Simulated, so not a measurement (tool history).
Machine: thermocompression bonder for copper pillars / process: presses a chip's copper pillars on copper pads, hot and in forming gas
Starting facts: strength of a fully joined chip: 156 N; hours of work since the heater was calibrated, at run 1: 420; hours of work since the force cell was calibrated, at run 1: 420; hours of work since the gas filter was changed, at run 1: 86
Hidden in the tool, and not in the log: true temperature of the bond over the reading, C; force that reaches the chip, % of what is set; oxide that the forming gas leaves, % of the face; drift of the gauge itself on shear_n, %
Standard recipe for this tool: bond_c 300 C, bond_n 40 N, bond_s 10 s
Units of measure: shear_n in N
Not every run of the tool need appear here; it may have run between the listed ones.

run	hour	bond_c	bond_n	bond_s	hours of work since the heater was calibrated	hours of work since the force cell was calibrated	hours of work since the gas filter was changed	shear_n
1	0.0	300	40	10	420	420	86	55.7
2	34.4	287	40	10	434	434	100	48.0
3	83.4	317	40	10	454	454	120	64.4
4	110.2	317	40	10	465	465	130	62.3
5	154.2	300	40	10	483	483	148	52.6
# hour 162.7: forming gas filter changed
6	186.7	300	40	10	496	496	10	58.6
7	234.4	279	40	10	515	515	29	47.8
8	281.0	279	40	10	534	534	48	47.2
9	304.3	279	40	10	543	543	57	45.8
10	328.6	279	40	10	553	553	67	46.0
11	374.6	293	40	10	572	572	86	52.5
12	421.2	293	40	10	591	591	105	52.6
13	449.8	293	40	10	602	602	116	51.3
14	501.2	293	40	10	623	623	137	51.0
# hour 536.2: forming gas filter changed
15	547.5	293	40	10	642	642	5	56.8
16	580.0	293	40	10	655	655	18	55.9
17	603.2	293	40	10	664	664	27	55.9
18	636.4	274	58	9	678	678	41	53.6
19	670.2	285	58	6	692	692	54	50.6
20	723.1	281	41	19	713	713	76	62.8
21	750.3	281	41	19	724	724	87	62.0
22	794.9	300	41	10	742	742	105	57.7
23	846.1	300	42	26	763	763	126	80.7
24	885.7	300	42	26	779	779	142	79.7
# hour 910.0: forming gas filter changed
25	925.4	311	40	26	795	795	6	93.2
26	964.1	293	35	22	811	811	22	70.4
27	1000.2	329	25	21	825	825	37	78.7
28	1038.3	271	32	10	841	841	52	37.5
29	1062.0	304	32	17	850	850	62	65.9
30	1085.8	320	40	9	860	860	71	67.5

Forecast run 31:
31	1135.9	320	40	9	880	880	92	?

Run 31 produced shear_n 67.1 N.
If the tool had no hidden condition, the same run with the same run-to-run variation would have returned shear_n 67.6 N.
